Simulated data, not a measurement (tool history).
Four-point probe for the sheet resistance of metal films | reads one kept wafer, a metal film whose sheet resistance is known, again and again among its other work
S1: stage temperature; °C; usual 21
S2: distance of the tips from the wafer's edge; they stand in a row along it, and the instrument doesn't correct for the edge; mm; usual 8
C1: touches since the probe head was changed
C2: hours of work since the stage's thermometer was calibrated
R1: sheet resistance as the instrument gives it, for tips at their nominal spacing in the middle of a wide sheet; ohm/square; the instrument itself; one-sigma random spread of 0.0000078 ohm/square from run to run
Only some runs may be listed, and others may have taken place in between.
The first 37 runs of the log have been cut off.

run    hour  S1  S2    C1   C2        R1
 38  1162.2  29  20  1596  175  0.039057
 39  1194.5  19  33  2509  192  0.038880
 40  1234.4  28  23  3636  213  0.039030
 41  1267.3  23   7  4565  231  0.039046
 42  1286.7  23   7  5111  241  0.039044
 43  1314.1  23  14  5884  255  0.038956
 44  1354.2  23  14  7018  277  0.038946
 45  1383.1  29   9  7832  292  0.039076

Alternative continuations, all from the tool just after run 45; predict every row:
  A  1409.4  32  46  8575  306   ?
  B  1409.4  21  17  8575  306   ?
  C  1409.4  19  18  8575  306   ?

run        R1
  A  0.039071
  B  0.038903
  C  0.038882
Without the tool's hidden state the same runs would have given:
run        R1
  A  0.039249
  B  0.039080
  C  0.039059
